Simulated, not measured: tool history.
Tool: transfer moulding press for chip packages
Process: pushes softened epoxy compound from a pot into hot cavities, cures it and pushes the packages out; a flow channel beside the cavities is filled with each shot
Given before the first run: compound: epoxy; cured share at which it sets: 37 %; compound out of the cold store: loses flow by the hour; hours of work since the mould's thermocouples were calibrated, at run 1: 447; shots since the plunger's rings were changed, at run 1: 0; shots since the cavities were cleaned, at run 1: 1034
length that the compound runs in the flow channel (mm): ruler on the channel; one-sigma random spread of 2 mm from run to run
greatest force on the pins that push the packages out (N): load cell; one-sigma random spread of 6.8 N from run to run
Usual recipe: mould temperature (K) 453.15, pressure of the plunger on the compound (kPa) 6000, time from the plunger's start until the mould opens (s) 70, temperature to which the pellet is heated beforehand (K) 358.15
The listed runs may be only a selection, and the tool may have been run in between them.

run	hour	mould temperature (K)	pressure of the plunger on the compound (kPa)	time from the plunger's start until the mould opens (s)	temperature to which the pellet is heated beforehand (K)	hours of work since the mould's thermocouples were calibrated	shots since the plunger's rings were changed	shots since the cavities were cleaned	incoming compound's hours out of the cold store	length that the compound runs in the flow channel (mm)	greatest force on the pins that push the packages out (N)
1	0.0	453.15	6000	70	358.15	447	0	1034	16.0	888	461
# hour 15.6: cavities cleaned with cleaning compound and waxed
2	20.4	453.15	6000	70	358.15	454	200	50	30.2	839	303
3	41.1	453.15	6000	70	358.15	463	420	270	23.1	858	362
4	53.2	446.15	6000	70	358.15	468	548	398	39.3	820	564
5	66.6	446.15	6000	70	358.15	473	689	539	24.2	865	593
6	86.3	446.15	6000	70	358.15	481	898	748	35.1	830	622
7	102.0	446.15	6000	70	358.15	488	1064	914	29.3	849	670
8	118.7	446.15	6000	70	358.15	494	1241	1091	24.0	861	682
# hour 129.9: cavities cleaned with cleaning compound and waxed
9	136.7	453.15	6000	70	358.15	501	1416	72	16.4	872	300
10	154.4	451.15	6000	70	358.15	508	1603	259	40.9	800	383
11	168.7	451.15	6000	70	358.15	514	1754	410	44.3	788	411
12	185.3	461.15	7210	59	349.15	521	1930	586	35.3	871	407
13	207.9	453.15	5170	94	358.15	530	2170	826	36.5	746	373
14	225.0	461.15	4800	52	358.15	537	2351	1007	37.5	703	552
# hour 243.5: cavities cleaned with cleaning compound and waxed
15	244.5	446.15	4980	70	358.15	544	2542	11	35.4	742	400
16	259.4	453.15	5680	70	355.15	550	2699	168	30.9	796	323
17	272.8	453.15	4650	69	354.15	556	2840	309	37.1	700	371
18	287.6	453.15	4650	69	354.15	562	2998	467	14.8	756	420

4 options for the next run, each taken on its own from the tool as it stands now. Forecast them:
A	299.2	453.15	6000	59	366.15	566	3120	589	31.1	?	?
B	299.2	449.15	6000	100	365.15	566	3120	589	39.5	?	?
C	299.2	454.15	7130	69	352.15	566	3120	589	15.6	?	?
D	299.2	450.15	5510	50	358.15	566	3120	589	47.4	?	?

run	length that the compound runs in the flow channel (mm)	greatest force on the pins that push the packages out (N)
A	812	574
B	796	377
C	933	442
D	738	1009
With the hidden condition removed and each run's random variation left untouched, the same runs would have given:
run	length that the compound runs in the flow channel (mm)	greatest force on the pins that push the packages out (N)
A	843	390
B	827	242
C	970	294
D	767	679
